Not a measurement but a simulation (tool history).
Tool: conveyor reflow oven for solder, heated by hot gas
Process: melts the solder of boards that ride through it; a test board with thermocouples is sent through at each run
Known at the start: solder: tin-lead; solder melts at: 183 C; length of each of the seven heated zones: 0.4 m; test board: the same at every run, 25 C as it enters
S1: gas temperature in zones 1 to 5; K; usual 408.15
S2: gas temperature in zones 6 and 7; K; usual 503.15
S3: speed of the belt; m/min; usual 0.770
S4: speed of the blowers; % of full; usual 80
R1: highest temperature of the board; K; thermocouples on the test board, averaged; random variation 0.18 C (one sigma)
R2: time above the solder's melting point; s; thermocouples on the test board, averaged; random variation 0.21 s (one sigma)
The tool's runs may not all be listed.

run   hour      S1      S2     S3  S4      R1    R2
  1    0.0  408.15  503.15  0.770  80  487.45  44.5
  2   17.0  408.15  503.15  0.632  80  493.35  59.9
  3   39.7  408.15  503.15  0.770  80  487.45  44.2
  4   59.0  408.15  504.15  0.770  80  488.15  44.7
  5   80.1  408.15  504.15  0.770  80  488.05  44.5
  6   95.3  411.15  503.15  0.770  80  488.25  45.6
  7  120.6  411.15  503.15  0.770  80  487.75  45.1
  8  145.5  411.15  503.15  0.770  80  487.45  45.1
     156.7  -- thermocouples of zones 6 and 7 changed
  9  162.0  411.15  509.15  0.770  80  491.25  47.5
 10  181.2  397.15  512.15  0.770  80  491.45  43.9
     187.3  -- flux residue cleaned out of gas plates and filters
 11  203.0  421.15  503.15  0.672  54  489.85  57.8
 12  217.1  421.15  503.15  0.672  54  489.95  57.7
 13  228.6  408.15  511.15  0.740  80  496.35  51.7
 14  243.3  407.15  503.15  0.770  80  487.85  44.2

3 ways to go on from here, each from the tool as it stands after run 14. What would each give?
  A  254.5  418.15  503.15  0.749  65   ?   ?
  B  254.5  393.15  517.15  0.770  59   ?   ?
  C  254.5  407.15  503.15  0.770  58   ?   ?

run      R1    R2
  A  488.15  49.3
  B  493.25  44.1
  C  483.75  41.1
Without the tool's hidden state the same runs would have given:
run      R1    R2
  A  488.05  48.7
  B  493.05  43.6
  C  483.55  40.5

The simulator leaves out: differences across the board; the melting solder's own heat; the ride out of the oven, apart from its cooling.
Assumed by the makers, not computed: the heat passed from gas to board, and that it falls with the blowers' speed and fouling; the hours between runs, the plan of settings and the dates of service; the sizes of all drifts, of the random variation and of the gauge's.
